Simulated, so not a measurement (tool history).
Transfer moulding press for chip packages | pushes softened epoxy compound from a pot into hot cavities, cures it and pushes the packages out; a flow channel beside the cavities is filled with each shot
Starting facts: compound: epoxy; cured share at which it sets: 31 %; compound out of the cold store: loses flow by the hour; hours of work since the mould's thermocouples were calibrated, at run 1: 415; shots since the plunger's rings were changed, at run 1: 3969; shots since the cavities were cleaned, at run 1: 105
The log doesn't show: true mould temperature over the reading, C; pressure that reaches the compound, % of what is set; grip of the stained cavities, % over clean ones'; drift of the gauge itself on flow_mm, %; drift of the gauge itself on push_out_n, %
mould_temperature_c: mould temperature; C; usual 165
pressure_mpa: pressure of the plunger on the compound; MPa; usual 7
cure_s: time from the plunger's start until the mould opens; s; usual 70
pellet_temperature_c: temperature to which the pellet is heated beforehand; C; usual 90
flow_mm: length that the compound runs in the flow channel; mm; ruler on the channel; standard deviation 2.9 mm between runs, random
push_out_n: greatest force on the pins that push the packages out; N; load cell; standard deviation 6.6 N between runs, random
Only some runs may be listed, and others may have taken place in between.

run   hour  mould_temperature_c  pressure_mpa  cure_s  pellet_temperature_c  hours of work since the mould's thermocouples were calibrated  shots since the plunger's rings were changed  shots since the cavities were cleaned  incoming compound's hours out of the cold store  flow_mm  push_out_n
  1      0                  165             7      70                    90                                                            415                                          3969                                    105                                             26.5      729         276
  2   27.1                  165             7      70                    90                                                            432                                          4360                                    496                                             31.6      709         263
      33.2  -- cavities cleaned with cleaning compound and waxed
      50.9  -- mould's thermocouples calibrated
      74.9  -- cavities cleaned with cleaning compound and waxed
  3   76.9                  165             7      70                    90                                                             16                                          5008                                     28                                             28.2      726         284
     112.7  -- cavities cleaned with cleaning compound and waxed
  4  128.7                  165             7      70                    90                                                             47                                          5735                                    231                                             44.3      664         256
     140.8  -- plunger's sealing rings changed
     154.4  -- cavities cleaned with cleaning compound and waxed
  5  171.1                  165             7      70                    90                                                             72                                           416                                    241                                             25.5      742         286
     192.6  -- cavities cleaned with cleaning compound and waxed
  6  199.3                  165             7      70                    90                                                             89                                           802                                     96                                               42      676         266
     231.7  -- cavities cleaned with cleaning compound and waxed
  7  246.7                  165          5.37      70                    90                                                            118                                          1466                                    216                                             30.2      627         264
     269.4  -- cavities cleaned with cleaning compound and waxed
  8  270.2                  165          5.37      70                    90                                                            132                                          1784                                     12                                             29.3      636         273
  9  302.1                  165          5.37      70                    90                                                            152                                          2245                                    473                                             18.9      673         287
     306.6  -- cavities cleaned with cleaning compound and waxed
 10  336.1                  165          5.37      70                    90                                                            173                                          2715                                    426                                             41.6      594         269
     343.3  -- cavities cleaned with cleaning compound and waxed
 11  369.9                  165          5.37      70                    90                                                            193                                          3182                                    384                                             24.6      651         282
     382.7  -- cavities cleaned with cleaning compound and waxed
 12  402.7                  165          5.37      70                    90                                                            213                                          3634                                    288                                             35.6      606         264
     418.8  -- cavities cleaned with cleaning compound and waxed
 13  431.2                  165          5.37      70                    90                                                            230                                          4025                                    180                                             15.7      682         284
     456.1  -- cavities cleaned with cleaning compound and waxed
 14  457.9                  165          8.16      87                    90                                                            246                                          4390                                     27                                             10.8      870         183
     492.3  -- cavities cleaned with cleaning compound and waxed
 15  500.3                  165          8.16      87                    90                                                            272                                          4980                                    114                                             32.4      767         185
 16  521.6                  165          8.16      87                    90                                                            286                                          5289                                    423                                             25.3      794         182
     530.7  -- cavities cleaned with cleaning compound and waxed
     567.2  -- plunger's sealing rings changed
     572.7  -- cavities cleaned with cleaning compound and waxed
 17  574.3                  165          8.04      67                    93                                                            316                                            82                                     23                                             41.3      723         294
     610.5  -- cavities cleaned with cleaning compound and waxed
 18  614.8                  163          8.04      53                    93                                                            341                                           645                                     62                                             33.9      757         576
     647.1  -- cavities cleaned with cleaning compound and waxed
 19  666.7                  165           6.1      70                    90                                                            373                                          1375                                    285                                             43.5      625         265
     683.1  -- cavities cleaned with cleaning compound and waxed
 20  695.1                  165           6.1      70                    85                                                            390                                          1763                                    174                                               34      657         286
     720.8  -- cavities cleaned with cleaning compound and waxed
 21  728.2                  162          7.05      59                    90                                                            410                                          2220                                    106                                              9.8      817         542
     759.5  -- cavities cleaned with cleaning compound and waxed
 22  776.4                  162          7.05      68                    90                                                            439                                          2895                                    244                                                9      816         391
     784.9  -- mould's thermocouples calibrated
     800.1  -- cavities cleaned with cleaning compound and waxed
 23  822.4                  162          7.05      68                    89                                                             23                                          3510                                    323                                             14.6      792         402
     837.1  -- cavities cleaned with cleaning compound and waxed
 24  863.8                  163          6.82      52                    98                                                             48                                          4087                                    385                                             11.9      790         626
     876.2  -- cavities cleaned with cleaning compound and waxed
 25  896.6                  163          6.82      52                    98                                                             68                                          4540                                    296                                             23.1      741         618
     912.8  -- cavities cleaned with cleaning compound and waxed
 26  923.7                  163          7.11      52                    93                                                             84                                          4909                                    157                                             36.4      703         592

What if the next run were any one of these 4? Each begins from the tool's condition after run 26:
  A  944.6                  163           5.4      78                    93                                                             98                                          5212                                    460                                             34.8        ?           ?
  B  944.6                  165             7      58                    90                                                             98                                          5212                                    460                                               37        ?           ?
  C  944.6                  165             7      70                    90                                                             98                                          5212                                    460                                             47.8        ?           ?
  D  944.6                  163          7.11      61                    93                                                             98                                          5212                                    460                                             11.7        ?           ?

run  flow_mm  push_out_n
  A      619         233
  B      693         443
  C      654         268
  D      808         478
What these runs would have given with no unlogged condition in the tool:
run  flow_mm  push_out_n
  A      619         232
  B      694         440
  C      654         266
  D      808         475

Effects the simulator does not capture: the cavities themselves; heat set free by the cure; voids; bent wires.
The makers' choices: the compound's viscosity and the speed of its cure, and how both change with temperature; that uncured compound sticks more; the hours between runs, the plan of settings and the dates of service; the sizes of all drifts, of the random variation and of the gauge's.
